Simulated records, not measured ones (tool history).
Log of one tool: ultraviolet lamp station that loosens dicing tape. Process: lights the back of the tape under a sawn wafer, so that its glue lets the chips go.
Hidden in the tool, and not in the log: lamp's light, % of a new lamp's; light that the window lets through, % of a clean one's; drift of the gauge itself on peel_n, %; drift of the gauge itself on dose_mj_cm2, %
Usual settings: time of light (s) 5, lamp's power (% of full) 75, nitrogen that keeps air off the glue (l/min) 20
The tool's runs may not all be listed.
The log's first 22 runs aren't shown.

run	hour	time of light (s)	lamp's power (% of full)	nitrogen that keeps air off the glue (l/min)	hours of work of the lamp	hours of work since the window was cleaned	force that peels the tape off (N)	light that reached the tape (mJ/cm2)
23	185.3	5	67	31	265	30	0.47	363
24	191.6	5	67	31	269	34	0.478	364
25	197.5	5	67	31	272	37	0.476	363
26	205.6	4	75	9	277	42	1.043	322
27	210.4	4	75	9	280	45	1.021	320
28	218.5	4	74	35	284	50	0.568	317
29	223.8	4	72	37	288	53	0.597	304
30	231.5	5	98	11	292	57	0.397	515
31	236.3	5	98	11	295	60	0.405	517
32	245.5	5	98	11	300	65	0.384	514
33	253.3	6	74	20	305	70	0.361	463
34	258.9	5	79	20	308	73	0.454	413
35	264.5	5	79	20	311	76	0.432	410
36	274.7	6	97	19	317	82	0.253	605
37	281	3	75	8	321	86	1.723	236
38	286.1	3	75	8	324	89	1.828	235
39	295.2	7	65	8	329	94	0.568	466
40	302.5	7	67	8	333	98	0.542	480
41	309.4	7	67	8	337	102	0.522	478
42	318.7	7	67	8	343	108	0.515	472
43	329.8	9	70	30	349	114	0.227	641
44	336.2	5	75	20	353	118	0.514	382

3 ways to go on from here, each from the tool as it stands after run 44. What would each give?
A	342.7	8	76	17	357	122	?	?
B	342.7	5	75	7	357	122	?	?
C	342.7	2	75	9	357	122	?	?

run	force that peels the tape off (N)	light that reached the tape (mJ/cm2)
A	0.275	610
B	0.891	373
C	2.781	151
Without the tool's hidden state the same runs would have given:
run	force that peels the tape off (N)	light that reached the tape (mJ/cm2)
A	0.239	758
B	0.597	464
C	2.221	187

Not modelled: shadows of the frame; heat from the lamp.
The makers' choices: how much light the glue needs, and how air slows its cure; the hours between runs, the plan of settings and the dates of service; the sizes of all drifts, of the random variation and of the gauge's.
